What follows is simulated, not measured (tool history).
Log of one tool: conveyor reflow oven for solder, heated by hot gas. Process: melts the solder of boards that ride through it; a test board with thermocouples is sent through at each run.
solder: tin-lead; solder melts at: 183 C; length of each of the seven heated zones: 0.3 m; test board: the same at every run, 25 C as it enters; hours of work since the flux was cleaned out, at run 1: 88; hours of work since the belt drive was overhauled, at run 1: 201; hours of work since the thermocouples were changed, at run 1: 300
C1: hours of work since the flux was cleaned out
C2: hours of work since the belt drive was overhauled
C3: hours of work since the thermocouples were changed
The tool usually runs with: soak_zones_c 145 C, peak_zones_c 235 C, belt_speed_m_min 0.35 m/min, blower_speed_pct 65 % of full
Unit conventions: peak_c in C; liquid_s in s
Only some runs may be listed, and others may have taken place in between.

run 1 day=0 | soak_zones_c=145 peak_zones_c=235 belt_speed_m_min=0.35 blower_speed_pct=65 | C1=88 C2=201 C3=300 | peak_c=217.1 liquid_s=79.7
run 2 day=1.292 | soak_zones_c=145 peak_zones_c=235 belt_speed_m_min=0.35 blower_speed_pct=65 | C1=107 C2=219 C3=318 | peak_c=217.2 liquid_s=79.7
run 3 day=1.942 | soak_zones_c=145 peak_zones_c=235 belt_speed_m_min=0.35 blower_speed_pct=65 | C1=116 C2=229 C3=327 | peak_c=216.8 liquid_s=79.6
run 4 day=2.604 | soak_zones_c=154 peak_zones_c=235 belt_speed_m_min=0.35 blower_speed_pct=65 | C1=125 C2=238 C3=337 | peak_c=217.9 liquid_s=86.1
run 5 day=3.767 | soak_zones_c=154 peak_zones_c=235 belt_speed_m_min=0.35 blower_speed_pct=65 | C1=142 C2=255 C3=353 | peak_c=218 liquid_s=87
run 6 day=4.367 | soak_zones_c=154 peak_zones_c=235 belt_speed_m_min=0.35 blower_speed_pct=65 | C1=151 C2=263 C3=362 | peak_c=217.7 liquid_s=86.6
run 7 day=5.692 | soak_zones_c=154 peak_zones_c=235 belt_speed_m_min=0.35 blower_speed_pct=65 | C1=169 C2=282 C3=381 | peak_c=218.1 liquid_s=86.8
run 8 day=6.721 | soak_zones_c=159 peak_zones_c=239 belt_speed_m_min=0.392 blower_speed_pct=59 | C1=184 C2=297 C3=395 | peak_c=217.5 liquid_s=77.5
run 9 day=8.012 | soak_zones_c=159 peak_zones_c=239 belt_speed_m_min=0.392 blower_speed_pct=59 | C1=202 C2=315 C3=414 | peak_c=217.4 liquid_s=77.3
-- day=8.288 belt drive overhauled, speed set with a stopwatch
run 10 day=9.288 | soak_zones_c=135 peak_zones_c=239 belt_speed_m_min=0.301 blower_speed_pct=62 | C1=218 C2=14 C3=429 | peak_c=221.9 liquid_s=93.8
run 11 day=10.279 | soak_zones_c=135 peak_zones_c=239 belt_speed_m_min=0.301 blower_speed_pct=62 | C1=232 C2=28 C3=444 | peak_c=221.7 liquid_s=94.2
run 12 day=11.438 | soak_zones_c=142 peak_zones_c=246 belt_speed_m_min=0.35 blower_speed_pct=65 | C1=249 C2=45 C3=460 | peak_c=224.1 liquid_s=86.7
run 13 day=12.729 | soak_zones_c=138 peak_zones_c=246 belt_speed_m_min=0.3 blower_speed_pct=84 | C1=267 C2=63 C3=479 | peak_c=233.5 liquid_s=107.9
run 14 day=13.888 | soak_zones_c=138 peak_zones_c=246 belt_speed_m_min=0.3 blower_speed_pct=84 | C1=284 C2=80 C3=495 | peak_c=233.5 liquid_s=107.1

3 options for the next run, each taken on its own from the tool as it stands now. Forecast them:
run A day=14.888 | soak_zones_c=145 peak_zones_c=235 belt_speed_m_min=0.414 blower_speed_pct=65 | C1=298 C2=94 C3=509 | peak_c=? liquid_s=?
run B day=14.888 | soak_zones_c=141 peak_zones_c=235 belt_speed_m_min=0.35 blower_speed_pct=65 | C1=298 C2=94 C3=509 | peak_c=? liquid_s=?
run C day=14.888 | soak_zones_c=138 peak_zones_c=247 belt_speed_m_min=0.3 blower_speed_pct=84 | C1=298 C2=94 C3=509 | peak_c=? liquid_s=?

run=A peak_c=209.5 liquid_s=57.8
run=B peak_c=214.8 liquid_s=76.1
run=C peak_c=234.1 liquid_s=108.1
Had the tool no hidden state, the same runs would have come out as:
run=A peak_c=211.5 liquid_s=60.1
run=B peak_c=216.8 liquid_s=78
run=C peak_c=236.2 liquid_s=108.8
